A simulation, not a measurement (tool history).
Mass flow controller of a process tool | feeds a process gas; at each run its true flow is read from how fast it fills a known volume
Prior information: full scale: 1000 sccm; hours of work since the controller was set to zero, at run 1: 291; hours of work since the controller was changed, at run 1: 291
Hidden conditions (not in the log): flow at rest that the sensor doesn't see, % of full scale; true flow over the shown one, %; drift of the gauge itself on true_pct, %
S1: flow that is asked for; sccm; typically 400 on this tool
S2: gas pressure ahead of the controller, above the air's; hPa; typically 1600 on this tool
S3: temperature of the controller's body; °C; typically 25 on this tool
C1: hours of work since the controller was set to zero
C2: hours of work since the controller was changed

Run 1, hour 0: usual settings; C1 291; C2 291. Result: true flow (%) 98.04.
Run 2, hour 76.1: usual settings but S2 2280 hPa; C1 316; C2 316. Result: true flow (%) 97.99.
Run 3, hour 136.6: usual settings but S2 2280 hPa; C1 337; C2 337. Result: true flow (%) 97.92.
Run 4, hour 203.1: usual settings but S1 448 sccm, S2 2280 hPa; C1 360; C2 360. Result: true flow (%) 97.76.
Run 5, hour 252.4: usual settings but S1 448 sccm, S2 2280 hPa; C1 376; C2 376. Result: true flow (%) 97.72.
Run 6, hour 322.9: usual settings but S1 448 sccm, S2 2280 hPa; C1 400; C2 400. Result: true flow (%) 97.49.
Run 7, hour 390.4: usual settings but S3 34 °C; C1 423; C2 423. Result: true flow (%) 97.56.
Run 8, hour 432.7: usual settings; C1 437; C2 437. Result: true flow (%) 97.03.
Run 9, hour 481.9: usual settings; C1 454; C2 454. Result: true flow (%) 96.88.
Run 10, hour 552.2: usual settings but S2 1890 hPa; C1 478; C2 478. Result: true flow (%) 96.73.
Run 11, hour 584.2: usual settings but S2 1890 hPa; C1 489; C2 489. Result: true flow (%) 96.88.
Run 12, hour 646.6: usual settings but S2 1890 hPa; C1 510; C2 510. Result: true flow (%) 96.57.
Run 13, hour 692: usual settings but S1 173 sccm, S2 1890 hPa, S3 22 °C; C1 525; C2 525. Result: true flow (%) 95.5.
Run 14, hour 757.2: usual settings but S1 778 sccm, S2 1770 hPa, S3 27 °C; C1 548; C2 548. Result: true flow (%) 97.54.
Run 15, hour 792.7: usual settings but S1 778 sccm, S2 1770 hPa, S3 27 °C; C1 560; C2 560. Result: true flow (%) 97.48.
Run 16, hour 844.7: usual settings but S1 778 sccm, S2 1770 hPa, S3 27 °C; C1 577; C2 577. Result: true flow (%) 97.38.
Run 17, hour 895.5: usual settings but S1 778 sccm, S2 1770 hPa, S3 27 °C; C1 594; C2 594. Result: true flow (%) 97.18.
At hour 922.8: gauge calibrated.
Run 18, hour 958.4: usual settings but S1 778 sccm, S2 1730 hPa, S3 27 °C; C1 616; C2 616. Result: true flow (%) 99.3.
Run 19, hour 1017.5: usual settings but S1 343 sccm, S2 2520 hPa; C1 636; C2 636. Result: true flow (%) 97.83.
Run 20, hour 1078.7: usual settings but S1 343 sccm, S2 2520 hPa; C1 657; C2 657. Result: true flow (%) 97.68.
Run 21, hour 1118.8: usual settings but S1 372 sccm, S2 2780 hPa, S3 33 °C; C1 670; C2 670. Result: true flow (%) 97.98.
Run 22, hour 1162.7: usual settings but S1 566 sccm, S2 2210 hPa, S3 26 °C; C1 685; C2 685. Result: true flow (%) 98.18.
Run 23, hour 1195.4: usual settings but S1 339 sccm; C1 696; C2 696. Result: true flow (%) 97.14.
Run 24, hour 1255.9: usual settings but S1 220 sccm, S2 2700 hPa, S3 37 °C; C1 717; C2 717. Result: true flow (%) 97.43.

Below are 5 alternative next runs, each starting from the tool's condition after run 24. Predict each:
Run A, hour 1324.9: usual settings but S1 215 sccm, S2 2630 hPa, S3 30 °C; C1 740; C2 740. Result: true flow (%) ?.
Run B, hour 1324.9: usual settings but S1 220 sccm, S2 2700 hPa, S3 31 °C; C1 740; C2 740. Result: true flow (%) ?.
Run C, hour 1324.9: usual settings but S1 229 sccm, S2 1470 hPa, S3 28 °C; C1 740; C2 740. Result: true flow (%) ?.
Run D, hour 1324.9: usual settings but S1 196 sccm, S2 2700 hPa, S3 37 °C; C1 740; C2 740. Result: true flow (%) ?.
Run E, hour 1324.9: usual settings but S1 153 sccm, S2 2580 hPa, S3 23 °C; C1 740; C2 740. Result: true flow (%) ?.

run  true flow (%)
  A          96.98
  B          96.88
  C          96.66
  D          97.29
  E          96.35
What these runs would have given with no unlogged condition in the tool:
run  true flow (%)
  A          97.94
  B          97.84
  C          97.62
  D          98.25
  E           97.3

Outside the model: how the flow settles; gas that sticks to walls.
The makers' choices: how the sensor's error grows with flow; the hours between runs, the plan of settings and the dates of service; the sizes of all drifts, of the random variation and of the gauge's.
